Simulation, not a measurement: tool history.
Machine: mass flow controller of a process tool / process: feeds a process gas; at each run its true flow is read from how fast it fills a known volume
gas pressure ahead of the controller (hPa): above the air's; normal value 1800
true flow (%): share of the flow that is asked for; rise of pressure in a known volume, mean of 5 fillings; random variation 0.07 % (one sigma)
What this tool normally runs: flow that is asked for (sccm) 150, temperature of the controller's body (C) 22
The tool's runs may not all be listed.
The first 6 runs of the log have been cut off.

run,hour,flow that is asked for (sccm),gas pressure ahead of the controller (hPa),temperature of the controller's body (C),true flow (%)
7,564.0,150,1800,22,98.10
8,677.5,150,1800,22,98.07
9,754.6,150,1800,22,98.17
10,820.9,150,1800,22,97.99
11,920.6,150,1800,22,98.08
12,1082.8,150,1800,23,98.04
13,1195.4,201,1800,22,98.37
14,1276.2,201,1800,22,98.38
15,1361.4,201,1800,22,98.33
16,1489.1,201,1800,22,98.35
17,1627.5,59,2340,22,97.83
18,1696.7,59,2340,22,97.89
19,1768.8,477,2340,22,99.89
20,1898.6,63,2290,25,97.99
21,2030.3,243,1800,36,99.04
22,2152.4,389,1660,40,99.72
23,2249.0,482,1540,40,99.92
24,2362.9,150,2620,22,98.39
25,2433.3,437,2510,22,99.71
26,2530.5,437,2510,22,99.88
27,2636.6,489,1800,22,99.72
28,2762.3,489,1800,22,99.80
29,2868.6,150,1800,38,98.54
30,2950.0,150,1800,38,98.56
31,3029.7,150,1800,38,98.33

Consider 4 possible next runs. They are alternatives, not a sequence: every one starts from the tool as it was left by run 31. What does each give?
A,3139.5,55,1450,24,?
B,3139.5,180,2510,22,?
C,3139.5,150,1800,34,?
D,3139.5,180,1800,38,?

run,true flow (%)
A,97.59
B,98.46
C,98.34
D,98.53
With the hidden condition removed and each run's random variation left untouched, the same runs would have given:
run,true flow (%)
A,97.57
B,98.46
C,98.34
D,98.54
